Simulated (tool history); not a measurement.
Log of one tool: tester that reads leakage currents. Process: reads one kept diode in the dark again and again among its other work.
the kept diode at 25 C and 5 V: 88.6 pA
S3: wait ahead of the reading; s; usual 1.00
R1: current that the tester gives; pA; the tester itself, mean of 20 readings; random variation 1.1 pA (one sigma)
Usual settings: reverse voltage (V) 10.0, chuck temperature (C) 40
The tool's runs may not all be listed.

{"run": 1, "hour": 0.0, "reverse voltage (V)": 10.0, "chuck temperature (C)": 40, "S3": 1.0, "R1": 416.96}
{"run": 2, "hour": 54.8, "reverse voltage (V)": 10.0, "chuck temperature (C)": 40, "S3": 1.34, "R1": 414.11}
{"run": 3, "hour": 112.0, "reverse voltage (V)": 10.0, "chuck temperature (C)": 40, "S3": 1.34, "R1": 415.35}
{"run": 4, "hour": 157.7, "reverse voltage (V)": 10.0, "chuck temperature (C)": 40, "S3": 1.34, "R1": 417.62}
{"run": 5, "hour": 230.6, "reverse voltage (V)": 10.0, "chuck temperature (C)": 40, "S3": 0.31, "R1": 424.99}
{"run": 6, "hour": 266.9, "reverse voltage (V)": 10.0, "chuck temperature (C)": 40, "S3": 0.82, "R1": 420.52}
{"run": 7, "hour": 344.3, "reverse voltage (V)": 10.0, "chuck temperature (C)": 40, "S3": 0.82, "R1": 421.18}
{"run": 8, "hour": 405.6, "reverse voltage (V)": 10.0, "chuck temperature (C)": 40, "S3": 0.82, "R1": 428.51}
{"run": 9, "hour": 474.3, "reverse voltage (V)": 10.0, "chuck temperature (C)": 40, "S3": 0.82, "R1": 427.6}
{"run": 10, "hour": 533.5, "reverse voltage (V)": 10.0, "chuck temperature (C)": 40, "S3": 0.82, "R1": 427.0}
{"run": 11, "hour": 572.4, "reverse voltage (V)": 10.0, "chuck temperature (C)": 40, "S3": 0.82, "R1": 430.49}
{"run": 12, "hour": 627.6, "reverse voltage (V)": 10.0, "chuck temperature (C)": 40, "S3": 0.82, "R1": 479.94}
{"run": 13, "hour": 685.6, "reverse voltage (V)": 10.0, "chuck temperature (C)": 43, "S3": 1.0, "R1": 582.71}
{"run": 14, "hour": 763.2, "reverse voltage (V)": 1.7, "chuck temperature (C)": 40, "S3": 1.0, "R1": 200.91}
{"run": 15, "hour": 812.0, "reverse voltage (V)": 10.0, "chuck temperature (C)": 40, "S3": 8.12, "R1": 481.38}
{"run": 16, "hour": 879.2, "reverse voltage (V)": 10.0, "chuck temperature (C)": 40, "S3": 8.12, "R1": 484.36}
{"run": 17, "hour": 922.2, "reverse voltage (V)": 10.0, "chuck temperature (C)": 40, "S3": 8.12, "R1": 486.17}
{"run": 18, "hour": 986.7, "reverse voltage (V)": 10.0, "chuck temperature (C)": 40, "S3": 1.0, "R1": 366.61}
{"run": 19, "hour": 1038.7, "reverse voltage (V)": 10.0, "chuck temperature (C)": 40, "S3": 1.0, "R1": 365.34}
{"run": 20, "hour": 1114.8, "reverse voltage (V)": 1.1, "chuck temperature (C)": 40, "S3": 1.0, "R1": 122.69}
{"run": 21, "hour": 1147.5, "reverse voltage (V)": 1.1, "chuck temperature (C)": 40, "S3": 1.0, "R1": 122.68}
{"run": 22, "hour": 1194.9, "reverse voltage (V)": 1.9, "chuck temperature (C)": 40, "S3": 1.85, "R1": 161.83}
{"run": 23, "hour": 1239.0, "reverse voltage (V)": 1.4, "chuck temperature (C)": 40, "S3": 1.0, "R1": 139.21}
{"run": 24, "hour": 1271.1, "reverse voltage (V)": 10.0, "chuck temperature (C)": 28, "S3": 0.7, "R1": 162.15}
{"run": 25, "hour": 1317.8, "reverse voltage (V)": 3.4, "chuck temperature (C)": 42, "S3": 4.7, "R1": 246.5}
{"run": 26, "hour": 1368.1, "reverse voltage (V)": 9.3, "chuck temperature (C)": 26, "S3": 4.7, "R1": 132.86}
{"run": 27, "hour": 1424.0, "reverse voltage (V)": 10.0, "chuck temperature (C)": 34, "S3": 4.04, "R1": 244.15}
{"run": 28, "hour": 1485.0, "reverse voltage (V)": 10.0, "chuck temperature (C)": 40, "S3": 4.97, "R1": 368.83}
{"run": 29, "hour": 1529.0, "reverse voltage (V)": 5.5, "chuck temperature (C)": 40, "S3": 1.51, "R1": 276.58}
{"run": 30, "hour": 1574.4, "reverse voltage (V)": 1.7, "chuck temperature (C)": 23, "S3": 2.26, "R1": 46.81}
{"run": 31, "hour": 1610.3, "reverse voltage (V)": 10.0, "chuck temperature (C)": 40, "S3": 1.0, "R1": 375.08}
{"run": 32, "hour": 1679.0, "reverse voltage (V)": 4.6, "chuck temperature (C)": 40, "S3": 0.67, "R1": 256.54}
{"run": 33, "hour": 1748.7, "reverse voltage (V)": 3.4, "chuck temperature (C)": 29, "S3": 4.0, "R1": 103.7}
{"run": 34, "hour": 1816.6, "reverse voltage (V)": 3.4, "chuck temperature (C)": 29, "S3": 4.0, "R1": 103.9}
{"run": 35, "hour": 1878.9, "reverse voltage (V)": 10.7, "chuck temperature (C)": 32, "S3": 0.46, "R1": 234.3}
{"run": 36, "hour": 1928.8, "reverse voltage (V)": 10.7, "chuck temperature (C)": 32, "S3": 0.46, "R1": 234.73}
{"run": 37, "hour": 1969.6, "reverse voltage (V)": 10.7, "chuck temperature (C)": 57, "S3": 0.46, "R1": 1153.07}
{"run": 38, "hour": 2031.5, "reverse voltage (V)": 11.6, "chuck temperature (C)": 23, "S3": 1.41, "R1": 128.33}
{"run": 39, "hour": 2074.9, "reverse voltage (V)": 10.0, "chuck temperature (C)": 34, "S3": 6.56, "R1": 256.45}
{"run": 40, "hour": 2135.4, "reverse voltage (V)": 2.5, "chuck temperature (C)": 41, "S3": 1.0, "R1": 206.72}

Not shown: 3 entries that the log had between the listed runs. Between which runs, and how does the tool's hidden state differ before and after?
Between runs 11 and 12: chuck's temperature calibrated (hour 580.2)
  stray current of the dirty probe card, pA a volt: 0.29 -> 0.304; true chuck temperature over the reading, C: 2.52 -> 4.25
  measured less the result without the state, R1: +68.49 -> +119.23 pA
Between runs 17 and 18: chuck's temperature calibrated, once more (hour 977.9)
  stray current of the dirty probe card, pA a volt: 0.385 -> 0.401; current scale over the true one, %: 0.17 -> 0.18; true chuck temperature over the reading, C: 4.49 -> 0.01
  measured less the result without the state, R1: +127.89 -> +4.78 pA
Between runs 22 and 23: probe card cleaned and baked (hour 1231.7)
  stray current of the dirty probe card, pA a volt: 0.457 -> 0.034; true chuck temperature over the reading, C: 0.18 -> 0.21
  measured less the result without the state, R1: +3.10 -> +2.27 pA

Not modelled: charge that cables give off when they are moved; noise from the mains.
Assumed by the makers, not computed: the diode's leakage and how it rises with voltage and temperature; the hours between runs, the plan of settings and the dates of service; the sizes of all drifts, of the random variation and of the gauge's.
